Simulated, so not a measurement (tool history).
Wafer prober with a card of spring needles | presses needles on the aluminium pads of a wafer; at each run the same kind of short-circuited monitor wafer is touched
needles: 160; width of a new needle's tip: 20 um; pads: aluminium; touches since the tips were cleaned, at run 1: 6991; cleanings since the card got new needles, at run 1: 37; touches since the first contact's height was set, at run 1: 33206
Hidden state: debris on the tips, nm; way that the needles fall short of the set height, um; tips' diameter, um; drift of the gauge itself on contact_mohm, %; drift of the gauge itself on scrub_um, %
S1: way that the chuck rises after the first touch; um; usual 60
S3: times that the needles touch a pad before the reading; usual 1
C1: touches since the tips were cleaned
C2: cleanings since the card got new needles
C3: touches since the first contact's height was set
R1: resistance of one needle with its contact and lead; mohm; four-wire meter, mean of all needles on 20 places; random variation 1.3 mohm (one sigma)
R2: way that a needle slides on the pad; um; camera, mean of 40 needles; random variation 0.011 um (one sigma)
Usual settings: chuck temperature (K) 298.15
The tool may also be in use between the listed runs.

{"run": 1, "hour": 0.0, "S1": 60, "chuck temperature (K)": 298.15, "S3": 1, "C1": 6991, "C2": 37, "C3": 33206, "R1": 241, "R2": 8.96}
{"hour": 3.6, "done": "tips cleaned on abrasive film"}
{"hour": 19.8, "done": "tips cleaned on abrasive film"}
{"hour": 37.0, "done": "tips cleaned on abrasive film"}
{"run": 2, "hour": 52.0, "S1": 60, "chuck temperature (K)": 298.15, "S3": 1, "C1": 7966, "C2": 40, "C3": 60638, "R1": 250, "R2": 8.88}
{"hour": 55.8, "done": "tips cleaned on abrasive film"}
{"hour": 63.7, "done": "height of the first contact set anew"}
{"hour": 74.7, "done": "tips cleaned on abrasive film"}
{"hour": 92.2, "done": "tips cleaned on abrasive film"}
{"run": 3, "hour": 104.3, "S1": 60, "chuck temperature (K)": 298.15, "S3": 1, "C1": 6390, "C2": 43, "C3": 21426, "R1": 248, "R2": 8.95}
{"hour": 108.2, "done": "tips cleaned on abrasive film"}
{"hour": 127.1, "done": "tips cleaned on abrasive film"}
{"run": 4, "hour": 139.2, "S1": 60, "chuck temperature (K)": 298.15, "S3": 1, "C1": 6431, "C2": 45, "C3": 39857, "R1": 240, "R2": 8.94}
{"hour": 142.8, "done": "tips cleaned on abrasive film"}
{"hour": 159.0, "done": "tips cleaned on abrasive film"}
{"run": 5, "hour": 170.3, "S1": 60, "chuck temperature (K)": 396.15, "S3": 1, "C1": 5951, "C2": 47, "C3": 56245, "R1": 240, "R2": 8.91}
{"hour": 178.0, "done": "tips cleaned on abrasive film"}
{"hour": 189.2, "done": "height of the first contact set anew"}
{"hour": 196.9, "done": "tips cleaned on abrasive film"}
{"hour": 214.6, "done": "tips cleaned on abrasive film"}
{"run": 6, "hour": 218.9, "S1": 60, "chuck temperature (K)": 396.15, "S3": 1, "C1": 2299, "C2": 50, "C3": 15653, "R1": 205, "R2": 8.94}
{"hour": 230.4, "done": "tips cleaned on abrasive film"}
{"hour": 247.8, "done": "tips cleaned on abrasive film"}
{"run": 7, "hour": 247.8, "S1": 60, "chuck temperature (K)": 396.15, "S3": 1, "C1": 0, "C2": 52, "C3": 30894, "R1": 142, "R2": 8.94}
{"hour": 264.9, "done": "tips cleaned on abrasive film"}
{"run": 8, "hour": 277.7, "S1": 60, "chuck temperature (K)": 298.15, "S3": 2, "C1": 6809, "C2": 53, "C3": 46711, "R1": 195, "R2": 8.92}
{"hour": 280.7, "done": "tips cleaned on abrasive film"}
{"hour": 298.0, "done": "tips cleaned on abrasive film"}
{"run": 9, "hour": 305.3, "S1": 60, "chuck temperature (K)": 298.15, "S3": 2, "C1": 3847, "C2": 55, "C3": 61226, "R1": 181, "R2": 8.9}
{"hour": 315.4, "done": "tips cleaned on abrasive film"}
{"hour": 315.7, "done": "height of the first contact set anew"}
{"hour": 333.2, "done": "tips cleaned on abrasive film"}
{"hour": 347.9, "done": "tips cleaned on abrasive film, once more"}
{"run": 10, "hour": 351.1, "S1": 60, "chuck temperature (K)": 366.15, "S3": 1, "C1": 1657, "C2": 58, "C3": 18681, "R1": 186, "R2": 8.97}
{"hour": 364.7, "done": "tips cleaned on abrasive film"}
{"hour": 382.6, "done": "tips cleaned on abrasive film"}
{"run": 11, "hour": 396.3, "S1": 60, "chuck temperature (K)": 382.15, "S3": 1, "C1": 7269, "C2": 60, "C3": 42607, "R1": 243, "R2": 8.94}
{"hour": 400.2, "done": "tips cleaned on abrasive film"}
{"hour": 417.7, "done": "tips cleaned on abrasive film"}
{"hour": 434.0, "done": "tips cleaned on abrasive film"}
{"hour": 440.6, "done": "height of the first contact set anew"}
{"run": 12, "hour": 440.6, "S1": 60, "chuck temperature (K)": 388.15, "S3": 1, "C1": 3323, "C2": 63, "C3": 7, "R1": 213, "R2": 9.0}
{"hour": 452.3, "done": "tips cleaned on abrasive film"}
{"hour": 469.0, "done": "tips cleaned on abrasive film"}
{"hour": 486.5, "done": "tips cleaned on abrasive film"}
{"run": 13, "hour": 495.5, "S1": 60, "chuck temperature (K)": 385.15, "S3": 1, "C1": 4752, "C2": 66, "C3": 28989, "R1": 231, "R2": 8.94}
{"hour": 504.6, "done": "tips cleaned on abrasive film"}
{"hour": 521.0, "done": "tips cleaned on abrasive film"}
{"hour": 537.2, "done": "tips cleaned on abrasive film"}
{"run": 14, "hour": 543.7, "S1": 60, "chuck temperature (K)": 298.15, "S3": 1, "C1": 3439, "C2": 69, "C3": 54436, "R1": 226, "R2": 8.92}
{"hour": 554.2, "done": "tips cleaned on abrasive film"}
{"hour": 565.7, "done": "height of the first contact set anew"}
{"hour": 572.0, "done": "tips cleaned on abrasive film"}
{"hour": 588.8, "done": "tips cleaned on abrasive film"}
{"run": 15, "hour": 591.8, "S1": 47, "chuck temperature (K)": 339.15, "S3": 2, "C1": 1588, "C2": 72, "C3": 13732, "R1": 179, "R2": 7.01}
{"hour": 607.5, "done": "tips cleaned on abrasive film"}
{"hour": 624.4, "done": "tips cleaned on abrasive film"}
{"run": 16, "hour": 626.4, "S1": 60, "chuck temperature (K)": 349.15, "S3": 2, "C1": 1035, "C2": 74, "C3": 31974, "R1": 154, "R2": 8.96}
{"hour": 641.0, "done": "tips cleaned on abrasive film"}
{"hour": 660.1, "done": "tips cleaned on abrasive film"}
{"run": 17, "hour": 675.0, "S1": 64, "chuck temperature (K)": 398.15, "S3": 2, "C1": 7897, "C2": 76, "C3": 57662, "R1": 199, "R2": 9.53}
{"hour": 677.6, "done": "tips cleaned on abrasive film"}
{"hour": 690.8, "done": "height of the first contact set anew"}
{"hour": 694.7, "done": "tips cleaned on abrasive film"}
{"hour": 711.3, "done": "tips cleaned on abrasive film"}
{"hour": 729.3, "done": "tips cleaned on abrasive film"}
{"run": 18, "hour": 729.3, "S1": 64, "chuck temperature (K)": 398.15, "S3": 2, "C1": 0, "C2": 80, "C3": 20277, "R1": 132, "R2": 9.56}
{"hour": 748.3, "done": "tips cleaned on abrasive film"}
{"run": 19, "hour": 753.1, "S1": 51, "chuck temperature (K)": 317.15, "S3": 1, "C1": 2531, "C2": 81, "C3": 32854, "R1": 239, "R2": 7.58}
{"hour": 766.5, "done": "tips cleaned on abrasive film"}
{"hour": 781.9, "done": "tips cleaned on abrasive film"}
{"run": 20, "hour": 781.9, "S1": 63, "chuck temperature (K)": 298.15, "S3": 2, "C1": 0, "C2": 83, "C3": 48030, "R1": 118, "R2": 9.37}
{"hour": 798.9, "done": "tips cleaned on abrasive film"}
{"run": 21, "hour": 805.2, "S1": 42, "chuck temperature (K)": 326.15, "S3": 1, "C1": 3338, "C2": 84, "C3": 60328, "R1": 349, "R2": 6.2}
{"hour": 816.7, "done": "tips cleaned on abrasive film"}
{"hour": 817.0, "done": "height of the first contact set anew"}
{"hour": 832.5, "done": "tips cleaned on abrasive film"}
{"run": 22, "hour": 839.1, "S1": 42, "chuck temperature (K)": 326.15, "S3": 1, "C1": 3452, "C2": 86, "C3": 11659, "R1": 323, "R2": 6.29}
{"hour": 849.9, "done": "tips cleaned on abrasive film"}
{"hour": 865.9, "done": "tips cleaned on abrasive film"}
{"hour": 884.8, "done": "tips cleaned on abrasive film"}
{"run": 23, "hour": 888.0, "S1": 42, "chuck temperature (K)": 311.15, "S3": 2, "C1": 1745, "C2": 89, "C3": 37503, "R1": 205, "R2": 6.24}
{"hour": 902.8, "done": "tips cleaned on abrasive film"}
{"hour": 920.7, "done": "tips cleaned on abrasive film"}
{"run": 24, "hour": 930.1, "S1": 42, "chuck temperature (K)": 311.15, "S3": 2, "C1": 5021, "C2": 91, "C3": 59746, "R1": 271, "R2": 6.21}
{"hour": 937.8, "done": "tips cleaned on abrasive film"}
{"hour": 941.9, "done": "height of the first contact set anew"}
{"hour": 956.3, "done": "tips cleaned on abrasive film"}
{"hour": 971.9, "done": "tips cleaned on abrasive film"}
{"run": 25, "hour": 984.5, "S1": 42, "chuck temperature (K)": 311.15, "S3": 2, "C1": 6671, "C2": 94, "C3": 22517, "R1": 296, "R2": 6.28}
{"hour": 988.4, "done": "tips cleaned on abrasive film"}
{"hour": 1006.3, "done": "tips cleaned on abrasive film"}
{"hour": 1024.3, "done": "tips cleaned on abrasive film"}
{"run": 26, "hour": 1033.7, "S1": 45, "chuck temperature (K)": 397.15, "S3": 2, "C1": 4978, "C2": 97, "C3": 48495, "R1": 247, "R2": 6.69}
{"hour": 1040.1, "done": "tips cleaned on abrasive film"}
{"hour": 1057.6, "done": "tips cleaned on abrasive film"}
{"hour": 1068.8, "done": "height of the first contact set anew"}
{"hour": 1073.2, "done": "tips cleaned on abrasive film"}
{"run": 27, "hour": 1073.2, "S1": 48, "chuck temperature (K)": 388.15, "S3": 1, "C1": 0, "C2": 100, "C3": 2295, "R1": 152, "R2": 7.17}

How the hidden state differs across the entries between the runs, from the last listed run before each to the first after it:
Between runs 1 and 2: tips cleaned on abrasive film (hour 3.6); tips cleaned on abrasive film (hour 19.8); tips cleaned on abrasive film (hour 37.0)
  debris on the tips, nm: 158.3 -> 160.4; way that the needles fall short of the set height, um: 0.34 -> 0.74; tips' diameter, um: 21.23 -> 21.8
  measured less the result without the state, R1: +127 -> +139 mohm; R2: -0.05 -> -0.11 um
Between runs 2 and 3: tips cleaned on abrasive film (hour 55.8); height of the first contact set anew (hour 63.7); tips cleaned on abrasive film (hour 74.7); tips cleaned on abrasive film (hour 92.2)
  debris on the tips, nm: 160.4 -> 153.5; way that the needles fall short of the set height, um: 0.74 -> 0.21; tips' diameter, um: 21.8 -> 21.9
  measured less the result without the state, R1: +139 -> +132 mohm; R2: -0.11 -> -0.03 um
Between runs 3 and 4: tips cleaned on abrasive film (hour 108.2); tips cleaned on abrasive film (hour 127.1)
  debris on the tips, nm: 153.5 -> 153.7; way that the needles fall short of the set height, um: 0.21 -> 0.39; tips' diameter, um: 21.9 -> 21.96
  measured less the result without the state, R1: +132 -> +130 mohm; R2: -0.03 -> -0.06 um
Between runs 4 and 5: tips cleaned on abrasive film (hour 142.8); tips cleaned on abrasive film (hour 159.0)
  debris on the tips, nm: 153.7 -> 157.5; way that the needles fall short of the set height, um: 0.39 -> 0.61; tips' diameter, um: 21.96 -> 22.04
  measured less the result without the state, R1: +130 -> +115 mohm; R2: -0.06 -> -0.09 um
Between runs 5 and 6: tips cleaned on abrasive film (hour 178.0); height of the first contact set anew (hour 189.2); tips cleaned on abrasive film (hour 196.9); tips cleaned on abrasive film (hour 214.6)
  debris on the tips, nm: 157.5 -> 101.6; way that the needles fall short of the set height, um: 0.61 -> 0.21; tips' diameter, um: 22.04 -> 22.15
  measured less the result without the state, R1: +115 -> +77 mohm; R2: -0.09 -> -0.03 um
Between runs 6 and 7: tips cleaned on abrasive film (hour 230.4); tips cleaned on abrasive film (hour 247.8)
  debris on the tips, nm: 101.6 -> 18.9; way that the needles fall short of the set height, um: 0.21 -> 0.42; tips' diameter, um: 22.15 -> 22.22
  measured less the result without the state, R1: +77 -> +16 mohm; R2: -0.03 -> -0.06 um
Between runs 7 and 8: tips cleaned on abrasive film (hour 264.9)
  debris on the tips, nm: 18.9 -> 154.3; way that the needles fall short of the set height, um: 0.42 -> 0.49; tips' diameter, um: 22.22 -> 22.25
  measured less the result without the state, R1: +16 -> +82 mohm; R2: -0.06 -> -0.07 um
Between runs 8 and 9: tips cleaned on abrasive film (hour 280.7); tips cleaned on abrasive film (hour 298.0)
  debris on the tips, nm: 154.3 -> 129.1; way that the needles fall short of the set height, um: 0.49 -> 0.69; tips' diameter, um: 22.25 -> 22.32
  measured less the result without the state, R1: +82 -> +70 mohm; R2: -0.07 -> -0.10 um
Between runs 9 and 10: tips cleaned on abrasive film (hour 315.4); height of the first contact set anew (hour 315.7); tips cleaned on abrasive film (hour 333.2); tips cleaned on abrasive film, once more (hour 347.9)
  debris on the tips, nm: 129.1 -> 80.8; way that the needles fall short of the set height, um: 0.69 -> 0.17; tips' diameter, um: 22.32 -> 22.42
  measured less the result without the state, R1: +70 -> +64 mohm; R2: -0.10 -> -0.03 um
Between runs 10 and 11: tips cleaned on abrasive film (hour 364.7); tips cleaned on abrasive film (hour 382.6)
  debris on the tips, nm: 80.8 -> 156.2; way that the needles fall short of the set height, um: 0.17 -> 0.39; tips' diameter, um: 22.42 -> 22.49
  measured less the result without the state, R1: +64 -> +121 mohm; R2: -0.03 -> -0.06 um
Between runs 11 and 12: tips cleaned on abrasive film (hour 400.2); tips cleaned on abrasive film (hour 417.7); tips cleaned on abrasive film (hour 434.0); height of the first contact set anew (hour 440.6)
  debris on the tips, nm: 156.2 -> 110.8; way that the needles fall short of the set height, um: 0.39 -> 0; tips' diameter, um: 22.49 -> 22.59
  measured less the result without the state, R1: +121 -> +86 mohm; R2: -0.06 -> +0.00 um
Between runs 12 and 13: tips cleaned on abrasive film (hour 452.3); tips cleaned on abrasive film (hour 469.0); tips cleaned on abrasive film (hour 486.5)
  debris on the tips, nm: 110.8 -> 131; way that the needles fall short of the set height, um: 0 -> 0.26; tips' diameter, um: 22.59 -> 22.68
  measured less the result without the state, R1: +86 -> +104 mohm; R2: +0.00 -> -0.04 um
Between runs 13 and 14: tips cleaned on abrasive film (hour 504.6); tips cleaned on abrasive film (hour 521.0); tips cleaned on abrasive film (hour 537.2)
  debris on the tips, nm: 131 -> 125.5; way that the needles fall short of the set height, um: 0.26 -> 0.52; tips' diameter, um: 22.68 -> 22.77
  measured less the result without the state, R1: +104 -> +115 mohm; R2: -0.04 -> -0.08 um
Between runs 14 and 15: tips cleaned on abrasive film (hour 554.2); height of the first contact set anew (hour 565.7); tips cleaned on abrasive film (hour 572.0); tips cleaned on abrasive film (hour 588.8)
  debris on the tips, nm: 125.5 -> 66.7; way that the needles fall short of the set height, um: 0.52 -> 0.18; tips' diameter, um: 22.77 -> 22.87
  measured less the result without the state, R1: +115 -> +56 mohm; R2: -0.08 -> -0.03 um
Between runs 15 and 16: tips cleaned on abrasive film (hour 607.5); tips cleaned on abrasive film (hour 624.4)
  debris on the tips, nm: 66.7 -> 66.3; way that the needles fall short of the set height, um: 0.18 -> 0.33; tips' diameter, um: 22.87 -> 22.92
  measured less the result without the state, R1: +56 -> +35 mohm; R2: -0.03 -> -0.05 um
Between runs 16 and 17: tips cleaned on abrasive film (hour 641.0); tips cleaned on abrasive film (hour 660.1)
  debris on the tips, nm: 66.3 -> 167.9; way that the needles fall short of the set height, um: 0.33 -> 0.48; tips' diameter, um: 22.92 -> 22.97
  measured less the result without the state, R1: +35 -> +72 mohm; R2: -0.05 -> -0.07 um
Between runs 17 and 18: tips cleaned on abrasive film (hour 677.6); height of the first contact set anew (hour 690.8); tips cleaned on abrasive film (hour 694.7); tips cleaned on abrasive film (hour 711.3); tips cleaned on abrasive film (hour 729.3)
  debris on the tips, nm: 167.9 -> 13.7; way that the needles fall short of the set height, um: 0.48 -> 0.26; tips' diameter, um: 22.97 -> 23.11
  measured less the result without the state, R1: +72 -> +8 mohm; R2: -0.07 -> -0.04 um
Between runs 18 and 19: tips cleaned on abrasive film (hour 748.3)
  debris on the tips, nm: 13.7 -> 96.9; way that the needles fall short of the set height, um: 0.26 -> 0.37; tips' diameter, um: 23.11 -> 23.15
  measured less the result without the state, R1: +8 -> +121 mohm; R2: -0.04 -> -0.06 um
Between runs 19 and 20: tips cleaned on abrasive film (hour 766.5); tips cleaned on abrasive film (hour 781.9)
  debris on the tips, nm: 96.9 -> 7.7; way that the needles fall short of the set height, um: 0.37 -> 0.54; tips' diameter, um: 23.15 -> 23.2
  measured less the result without the state, R1: +121 -> +6 mohm; R2: -0.06 -> -0.08 um
Between runs 20 and 21: tips cleaned on abrasive film (hour 798.9)
  debris on the tips, nm: 7.7 -> 125.2; way that the needles fall short of the set height, um: 0.54 -> 0.62; tips' diameter, um: 23.2 -> 23.23
  measured less the result without the state, R1: +6 -> +225 mohm; R2: -0.08 -> -0.10 um
Between runs 21 and 22: tips cleaned on abrasive film (hour 816.7); height of the first contact set anew (hour 817.0); tips cleaned on abrasive film (hour 832.5)
  debris on the tips, nm: 125.2 -> 112.3; way that the needles fall short of the set height, um: 0.62 -> 0.12; tips' diameter, um: 23.23 -> 23.3
  measured less the result without the state, R1: +225 -> +199 mohm; R2: -0.10 -> -0.01 um
Between runs 22 and 23: tips cleaned on abrasive film (hour 849.9); tips cleaned on abrasive film (hour 865.9); tips cleaned on abrasive film (hour 884.8)
  debris on the tips, nm: 112.3 -> 74.2; way that the needles fall short of the set height, um: 0.12 -> 0.4; tips' diameter, um: 23.3 -> 23.4
  measured less the result without the state, R1: +199 -> +84 mohm; R2: -0.01 -> -0.06 um
Between runs 23 and 24: tips cleaned on abrasive film (hour 902.8); tips cleaned on abrasive film (hour 920.7)
  debris on the tips, nm: 74.2 -> 131.7; way that the needles fall short of the set height, um: 0.4 -> 0.58; tips' diameter, um: 23.4 -> 23.46
  measured less the result without the state, R1: +84 -> +150 mohm; R2: -0.06 -> -0.09 um
Between runs 24 and 25: tips cleaned on abrasive film (hour 937.8); height of the first contact set anew (hour 941.9); tips cleaned on abrasive film (hour 956.3); tips cleaned on abrasive film (hour 971.9)
  debris on the tips, nm: 131.7 -> 155.3; way that the needles fall short of the set height, um: 0.58 -> 0.16; tips' diameter, um: 23.46 -> 23.55
  measured less the result without the state, R1: +150 -> +175 mohm; R2: -0.09 -> -0.02 um
Between runs 25 and 26: tips cleaned on abrasive film (hour 988.4); tips cleaned on abrasive film (hour 1006.3); tips cleaned on abrasive film (hour 1024.3)
  debris on the tips, nm: 155.3 -> 133.3; way that the needles fall short of the set height, um: 0.16 -> 0.45; tips' diameter, um: 23.55 -> 23.65
  measured less the result without the state, R1: +175 -> +116 mohm; R2: -0.02 -> -0.06 um
Between runs 26 and 27: tips cleaned on abrasive film (hour 1040.1); tips cleaned on abrasive film (hour 1057.6); height of the first contact set anew (hour 1068.8); tips cleaned on abrasive film (hour 1073.2)
  debris on the tips, nm: 133.3 -> 17.9; way that the needles fall short of the set height, um: 0.45 -> 0.11; tips' diameter, um: 23.65 -> 23.76
  measured less the result without the state, R1: +116 -> +26 mohm; R2: -0.06 -> -0.02 um

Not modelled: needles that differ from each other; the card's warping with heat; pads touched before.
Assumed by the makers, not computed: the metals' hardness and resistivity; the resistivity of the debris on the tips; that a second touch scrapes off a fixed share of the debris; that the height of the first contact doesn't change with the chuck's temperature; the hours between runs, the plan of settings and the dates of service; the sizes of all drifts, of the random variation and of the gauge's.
